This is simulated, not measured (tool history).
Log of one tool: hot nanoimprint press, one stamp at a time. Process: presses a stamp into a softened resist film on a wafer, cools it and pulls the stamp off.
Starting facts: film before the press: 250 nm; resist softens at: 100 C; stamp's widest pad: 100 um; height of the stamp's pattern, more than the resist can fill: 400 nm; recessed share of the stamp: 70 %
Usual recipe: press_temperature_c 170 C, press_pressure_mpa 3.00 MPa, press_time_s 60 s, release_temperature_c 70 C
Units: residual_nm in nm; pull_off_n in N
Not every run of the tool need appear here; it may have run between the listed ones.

{"run": 1, "day": 0.0, "press_temperature_c": 170, "press_pressure_mpa": 3.0, "press_time_s": 60, "release_temperature_c": 70, "residual_nm": 100.6, "pull_off_n": 278}
{"run": 2, "day": 0.846, "press_temperature_c": 170, "press_pressure_mpa": 3.0, "press_time_s": 60, "release_temperature_c": 70, "residual_nm": 101.0, "pull_off_n": 293}
{"run": 3, "day": 1.7, "press_temperature_c": 170, "press_pressure_mpa": 3.0, "press_time_s": 60, "release_temperature_c": 58, "residual_nm": 100.5, "pull_off_n": 337}
{"run": 4, "day": 2.454, "press_temperature_c": 170, "press_pressure_mpa": 4.18, "press_time_s": 60, "release_temperature_c": 70, "residual_nm": 85.7, "pull_off_n": 309}
{"day": 3.475, "done": "stamp cleaned and given a new release coat"}
{"run": 5, "day": 3.704, "press_temperature_c": 170, "press_pressure_mpa": 3.0, "press_time_s": 60, "release_temperature_c": 70, "residual_nm": 100.6, "pull_off_n": 154}
{"run": 6, "day": 4.342, "press_temperature_c": 170, "press_pressure_mpa": 3.0, "press_time_s": 60, "release_temperature_c": 70, "residual_nm": 101.1, "pull_off_n": 162}
{"run": 7, "day": 5.242, "press_temperature_c": 170, "press_pressure_mpa": 3.0, "press_time_s": 60, "release_temperature_c": 70, "residual_nm": 101.1, "pull_off_n": 169}
{"run": 8, "day": 6.083, "press_temperature_c": 169, "press_pressure_mpa": 3.0, "press_time_s": 60, "release_temperature_c": 70, "residual_nm": 105.0, "pull_off_n": 177}
{"day": 6.283, "done": "plate thermocouple calibrated"}
{"run": 9, "day": 6.721, "press_temperature_c": 169, "press_pressure_mpa": 3.0, "press_time_s": 60, "release_temperature_c": 70, "residual_nm": 105.6, "pull_off_n": 179}
{"run": 10, "day": 7.567, "press_temperature_c": 169, "press_pressure_mpa": 3.0, "press_time_s": 60, "release_temperature_c": 70, "residual_nm": 105.2, "pull_off_n": 187}
{"run": 11, "day": 8.292, "press_temperature_c": 169, "press_pressure_mpa": 3.0, "press_time_s": 60, "release_temperature_c": 70, "residual_nm": 105.3, "pull_off_n": 194}
{"day": 9.154, "done": "plate thermocouple calibrated, once more"}
{"run": 12, "day": 9.175, "press_temperature_c": 170, "press_pressure_mpa": 3.0, "press_time_s": 60, "release_temperature_c": 70, "residual_nm": 101.5, "pull_off_n": 202}
{"run": 13, "day": 9.888, "press_temperature_c": 170, "press_pressure_mpa": 3.34, "press_time_s": 60, "release_temperature_c": 70, "residual_nm": 96.7, "pull_off_n": 198}
{"run": 14, "day": 10.854, "press_temperature_c": 170, "press_pressure_mpa": 3.0, "press_time_s": 60, "release_temperature_c": 70, "residual_nm": 101.7, "pull_off_n": 215}
{"run": 15, "day": 11.838, "press_temperature_c": 170, "press_pressure_mpa": 3.0, "press_time_s": 60, "release_temperature_c": 70, "residual_nm": 102.3, "pull_off_n": 219}
{"run": 16, "day": 12.879, "press_temperature_c": 170, "press_pressure_mpa": 3.0, "press_time_s": 60, "release_temperature_c": 70, "residual_nm": 102.3, "pull_off_n": 230}
{"run": 17, "day": 13.738, "press_temperature_c": 170, "press_pressure_mpa": 3.0, "press_time_s": 60, "release_temperature_c": 70, "residual_nm": 102.3, "pull_off_n": 237}
{"run": 18, "day": 14.671, "press_temperature_c": 170, "press_pressure_mpa": 3.0, "press_time_s": 60, "release_temperature_c": 64, "residual_nm": 102.3, "pull_off_n": 268}
{"run": 19, "day": 15.846, "press_temperature_c": 170, "press_pressure_mpa": 3.0, "press_time_s": 60, "release_temperature_c": 64, "residual_nm": 102.5, "pull_off_n": 267}
{"run": 20, "day": 16.708, "press_temperature_c": 170, "press_pressure_mpa": 2.11, "press_time_s": 62, "release_temperature_c": 64, "residual_nm": 118.4, "pull_off_n": 282}
{"run": 21, "day": 17.654, "press_temperature_c": 163, "press_pressure_mpa": 2.81, "press_time_s": 70, "release_temperature_c": 64, "residual_nm": 129.1, "pull_off_n": 291}
{"run": 22, "day": 18.629, "press_temperature_c": 165, "press_pressure_mpa": 4.61, "press_time_s": 102, "release_temperature_c": 61, "residual_nm": 82.4, "pull_off_n": 308}
{"run": 23, "day": 19.162, "press_temperature_c": 162, "press_pressure_mpa": 1.88, "press_time_s": 60, "release_temperature_c": 61, "residual_nm": 163.3, "pull_off_n": 335}
{"run": 24, "day": 20.304, "press_temperature_c": 163, "press_pressure_mpa": 3.83, "press_time_s": 71, "release_temperature_c": 70, "residual_nm": 112.5, "pull_off_n": 292}
{"run": 25, "day": 21.404, "press_temperature_c": 167, "press_pressure_mpa": 4.1, "press_time_s": 80, "release_temperature_c": 64, "residual_nm": 89.3, "pull_off_n": 332}
{"day": 21.75, "done": "stamp cleaned and given a new release coat"}
{"run": 26, "day": 22.162, "press_temperature_c": 159, "press_pressure_mpa": 3.0, "press_time_s": 97, "release_temperature_c": 72, "residual_nm": 130.8, "pull_off_n": 156}
{"run": 27, "day": 22.638, "press_temperature_c": 159, "press_pressure_mpa": 3.85, "press_time_s": 43, "release_temperature_c": 61, "residual_nm": 154.3, "pull_off_n": 176}
{"run": 28, "day": 23.808, "press_temperature_c": 159, "press_pressure_mpa": 3.85, "press_time_s": 43, "release_temperature_c": 61, "residual_nm": 154.6, "pull_off_n": 195}
{"day": 24.496, "done": "press's hydraulic seals changed and the load cell set to zero"}
{"run": 29, "day": 24.85, "press_temperature_c": 159, "press_pressure_mpa": 3.85, "press_time_s": 43, "release_temperature_c": 61, "residual_nm": 152.9, "pull_off_n": 201}
{"run": 30, "day": 26.0, "press_temperature_c": 159, "press_pressure_mpa": 3.85, "press_time_s": 43, "release_temperature_c": 61, "residual_nm": 153.4, "pull_off_n": 207}
{"run": 31, "day": 26.904, "press_temperature_c": 159, "press_pressure_mpa": 3.85, "press_time_s": 43, "release_temperature_c": 61, "residual_nm": 153.5, "pull_off_n": 218}

Below are 3 alternative next runs, each starting from the tool's condition after run 31. Predict each:
{"run": "A", "day": 27.925, "press_temperature_c": 159, "press_pressure_mpa": 2.14, "press_time_s": 43, "release_temperature_c": 61, "residual_nm": "?", "pull_off_n": "?"}
{"run": "B", "day": 27.925, "press_temperature_c": 173, "press_pressure_mpa": 3.85, "press_time_s": 43, "release_temperature_c": 62, "residual_nm": "?", "pull_off_n": "?"}
{"run": "C", "day": 27.925, "press_temperature_c": 173, "press_pressure_mpa": 3.85, "press_time_s": 43, "release_temperature_c": 61, "residual_nm": "?", "pull_off_n": "?"}

run=A residual_nm=185.1 pull_off_n=225
run=B residual_nm=93.5 pull_off_n=221
run=C residual_nm=93.5 pull_off_n=222
Without the tool's hidden state the same runs would have given:
run=A residual_nm=181.9 pull_off_n=172
run=B residual_nm=91.0 pull_off_n=169
run=C residual_nm=90.9 pull_off_n=170
